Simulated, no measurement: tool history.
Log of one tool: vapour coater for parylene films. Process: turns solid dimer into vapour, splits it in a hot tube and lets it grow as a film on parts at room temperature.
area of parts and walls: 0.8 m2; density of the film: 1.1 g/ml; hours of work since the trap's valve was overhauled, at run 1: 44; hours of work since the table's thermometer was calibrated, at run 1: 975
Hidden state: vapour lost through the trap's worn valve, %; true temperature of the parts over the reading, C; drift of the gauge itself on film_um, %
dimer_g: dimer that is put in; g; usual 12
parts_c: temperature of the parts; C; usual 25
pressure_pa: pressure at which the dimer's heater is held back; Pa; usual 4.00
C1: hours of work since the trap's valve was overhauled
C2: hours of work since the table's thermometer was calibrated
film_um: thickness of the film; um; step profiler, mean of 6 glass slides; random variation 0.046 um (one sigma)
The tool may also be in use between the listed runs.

Run 1, day 0.000: usual settings; C1 44; C2 975. Result: film_um 7.56 um.
Run 2, day 0.875: usual settings; C1 59; C2 990. Result: film_um 7.55 um.
Run 3, day 2.500: usual settings but dimer_g 15 g; C1 86; C2 1017. Result: film_um 9.31 um.
Run 4, day 3.642: usual settings but dimer_g 15 g; C1 105; C2 1036. Result: film_um 9.32 um.
Run 5, day 4.925: usual settings; C1 127; C2 1058. Result: film_um 7.34 um.
Run 6, day 6.158: usual settings; C1 148; C2 1079. Result: film_um 7.41 um.
Run 7, day 6.867: usual settings but dimer_g 17 g; C1 160; C2 1091. Result: film_um 10.27 um.
Run 8, day 7.567: usual settings but dimer_g 17 g; C1 172; C2 1102. Result: film_um 10.40 um.
At day 8.246: table's thermometer calibrated.
Run 9, day 9.212: usual settings but dimer_g 17 g; C1 199; C2 16. Result: film_um 10.07 um.
Run 10, day 10.129: usual settings but dimer_g 17 g, parts_c 34 C, pressure_pa 2.78 Pa; C1 214; C2 32. Result: film_um 8.73 um.
Run 11, day 11.167: usual settings but dimer_g 20 g, parts_c 21 C, pressure_pa 4.73 Pa; C1 232; C2 49. Result: film_um 12.44 um.
At day 11.425: trap's valve overhauled.
Run 12, day 12.829: usual settings but dimer_g 15 g, parts_c 26 C, pressure_pa 4.73 Pa; C1 24; C2 74. Result: film_um 7.95 um.
Run 13, day 14.025: usual settings but parts_c 18 C, pressure_pa 7.94 Pa; C1 44; C2 95. Result: film_um 6.92 um.
Run 14, day 15.225: usual settings but dimer_g 22 g, pressure_pa 2.04 Pa; C1 64; C2 115. Result: film_um 13.45 um.
At day 16.238: trap's valve overhauled, once more.
Run 15, day 16.325: usual settings but dimer_g 19 g, parts_c 27 C, pressure_pa 2.04 Pa; C1 1; C2 131. Result: film_um 12.94 um.
Run 16, day 17.700: usual settings but dimer_g 19 g, parts_c 27 C, pressure_pa 2.04 Pa; C1 25; C2 154. Result: film_um 12.74 um.
Run 17, day 19.192: usual settings but dimer_g 7 g, parts_c 35 C, pressure_pa 2.63 Pa; C1 50; C2 179. Result: film_um 3.76 um.

Hidden state or all else? Some run-to-run changes of film_um, split into what the settings, what came in and random variation would give without the hidden state, and what is left for the hidden state (with any gauge scatter that isn't in both results):
Run 14 -> 15: dimer_g 22 -> 19, parts_c 25 -> 27, trap's valve overhauled, once more. film_um -0.51 um: hidden state +2.23, all else -2.74.
Run 16 -> 17: dimer_g 19 -> 7, parts_c 27 -> 35, pressure_pa 2.04 -> 2.63. film_um -8.98 um: hidden state +0.02, all else -9.00.
